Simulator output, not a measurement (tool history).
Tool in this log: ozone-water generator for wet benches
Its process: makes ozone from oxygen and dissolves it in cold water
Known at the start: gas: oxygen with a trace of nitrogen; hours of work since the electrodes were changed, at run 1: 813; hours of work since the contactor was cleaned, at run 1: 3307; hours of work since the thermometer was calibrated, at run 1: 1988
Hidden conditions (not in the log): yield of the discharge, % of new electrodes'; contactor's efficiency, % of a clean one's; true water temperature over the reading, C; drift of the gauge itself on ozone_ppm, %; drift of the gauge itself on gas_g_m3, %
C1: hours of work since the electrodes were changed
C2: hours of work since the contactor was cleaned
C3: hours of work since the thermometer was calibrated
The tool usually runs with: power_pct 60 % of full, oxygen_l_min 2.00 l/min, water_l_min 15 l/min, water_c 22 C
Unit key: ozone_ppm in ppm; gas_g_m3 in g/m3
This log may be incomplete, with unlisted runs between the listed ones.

Run 1, hour 0.0: usual settings; C1 813; C2 3307; C3 1988. Result: ozone_ppm 8.0 ppm, gas_g_m3 128.2 g/m3.
Run 2, hour 48.2: usual settings; C1 843; C2 3337; C3 2018. Result: ozone_ppm 7.9 ppm, gas_g_m3 127.8 g/m3.
Run 3, hour 111.5: usual settings; C1 882; C2 3376; C3 2057. Result: ozone_ppm 8.0 ppm, gas_g_m3 125.5 g/m3.
Run 4, hour 150.0: usual settings; C1 906; C2 3400; C3 2081. Result: ozone_ppm 8.0 ppm, gas_g_m3 126.2 g/m3.
Run 5, hour 180.0: usual settings; C1 925; C2 3419; C3 2099. Result: ozone_ppm 8.0 ppm, gas_g_m3 126.2 g/m3.
Run 6, hour 246.6: usual settings; C1 966; C2 3460; C3 2141. Result: ozone_ppm 7.6 ppm, gas_g_m3 124.4 g/m3.
Run 7, hour 284.9: usual settings; C1 990; C2 3484; C3 2165. Result: ozone_ppm 7.9 ppm, gas_g_m3 125.6 g/m3.
Run 8, hour 332.5: usual settings; C1 1020; C2 3513; C3 2194. Result: ozone_ppm 7.6 ppm, gas_g_m3 126.6 g/m3.
Run 9, hour 385.2: usual settings; C1 1053; C2 3546; C3 2227. Result: ozone_ppm 7.7 ppm, gas_g_m3 126.9 g/m3.
Run 10, hour 437.7: usual settings; C1 1085; C2 3579; C3 2260. Result: ozone_ppm 7.7 ppm, gas_g_m3 125.7 g/m3.
Run 11, hour 472.8: usual settings but water_c 28 C; C1 1107; C2 3601; C3 2282. Result: ozone_ppm 7.2 ppm, gas_g_m3 126.2 g/m3.
Run 12, hour 516.0: usual settings but water_c 28 C; C1 1134; C2 3627; C3 2308. Result: ozone_ppm 7.3 ppm, gas_g_m3 126.0 g/m3.
Run 13, hour 553.5: usual settings but power_pct 59 % of full, water_c 28 C; C1 1157; C2 3651; C3 2332. Result: ozone_ppm 7.0 ppm, gas_g_m3 124.3 g/m3.
Run 14, hour 592.0: usual settings; C1 1181; C2 3675; C3 2356. Result: ozone_ppm 7.8 ppm, gas_g_m3 125.0 g/m3.
Run 15, hour 624.1: usual settings; C1 1201; C2 3695; C3 2376. Result: ozone_ppm 7.9 ppm, gas_g_m3 125.3 g/m3.
Run 16, hour 659.3: usual settings; C1 1223; C2 3717; C3 2398. Result: ozone_ppm 7.5 ppm, gas_g_m3 126.1 g/m3.
Run 17, hour 689.4: usual settings; C1 1242; C2 3735; C3 2416. Result: ozone_ppm 7.6 ppm, gas_g_m3 124.9 g/m3.
Run 18, hour 729.9: usual settings but oxygen_l_min 2.70 l/min; C1 1267; C2 3760; C3 2441. Result: ozone_ppm 8.3 ppm, gas_g_m3 110.0 g/m3.
Run 19, hour 789.9: usual settings but power_pct 81 % of full, oxygen_l_min 2.77 l/min, water_c 18 C; C1 1304; C2 3798; C3 2479. Result: ozone_ppm 10.0 ppm, gas_g_m3 126.6 g/m3.
Run 20, hour 831.9: usual settings but power_pct 51 % of full, water_c 21 C; C1 1330; C2 3824; C3 2505. Result: ozone_ppm 7.2 ppm, gas_g_m3 115.2 g/m3.
Run 21, hour 878.5: usual settings but power_pct 95 % of full, water_l_min 11 l/min; C1 1359; C2 3853; C3 2534. Result: ozone_ppm 13.2 ppm, gas_g_m3 156.0 g/m3.
Run 22, hour 920.0: usual settings but power_pct 56 % of full, water_l_min 13 l/min; C1 1385; C2 3879; C3 2560. Result: ozone_ppm 8.5 ppm, gas_g_m3 120.4 g/m3.
Run 23, hour 989.7: usual settings but oxygen_l_min 1.74 l/min, water_c 21 C; C1 1429; C2 3922; C3 2603. Result: ozone_ppm 7.4 ppm, gas_g_m3 130.5 g/m3.
Run 24, hour 1044.7: usual settings but power_pct 47 % of full, water_l_min 11 l/min; C1 1463; C2 3956; C3 2637. Result: ozone_ppm 9.2 ppm, gas_g_m3 111.2 g/m3.
Run 25, hour 1102.0: usual settings but power_pct 57 % of full, oxygen_l_min 1.04 l/min, water_l_min 18 l/min, water_c 15 C; C1 1498; C2 3992; C3 2673. Result: ozone_ppm 4.9 ppm, gas_g_m3 158.1 g/m3.
At hour 1145.1: water thermometer calibrated.
Run 26, hour 1150.3: usual settings but power_pct 57 % of full, oxygen_l_min 1.04 l/min, water_l_min 18 l/min, water_c 15 C; C1 1528; C2 4022; C3 3. Result: ozone_ppm 4.9 ppm, gas_g_m3 157.7 g/m3.
Run 27, hour 1219.2: usual settings but oxygen_l_min 1.87 l/min; C1 1571; C2 4064; C3 46. Result: ozone_ppm 7.3 ppm, gas_g_m3 126.1 g/m3.
Run 28, hour 1286.5: usual settings but power_pct 48 % of full, oxygen_l_min 2.23 l/min, water_c 21 C; C1 1613; C2 4106; C3 88. Result: ozone_ppm 7.0 ppm, gas_g_m3 105.4 g/m3.

Run 29, settings as shown, results not yet in. Your forecast:
Run 29, hour 1355.3: usual settings but power_pct 48 % of full, oxygen_l_min 2.23 l/min, water_c 21 C; C1 1656; C2 4149; C3 131. Result: ozone_ppm ?, gas_g_m3 ?.

ozone_ppm: 6.9 ppm
gas_g_m3: 107.1 g/m3
Had the tool carried no hidden state, the very same run would have given ozone_ppm 7.8 ppm, gas_g_m3 113.7 g/m3.
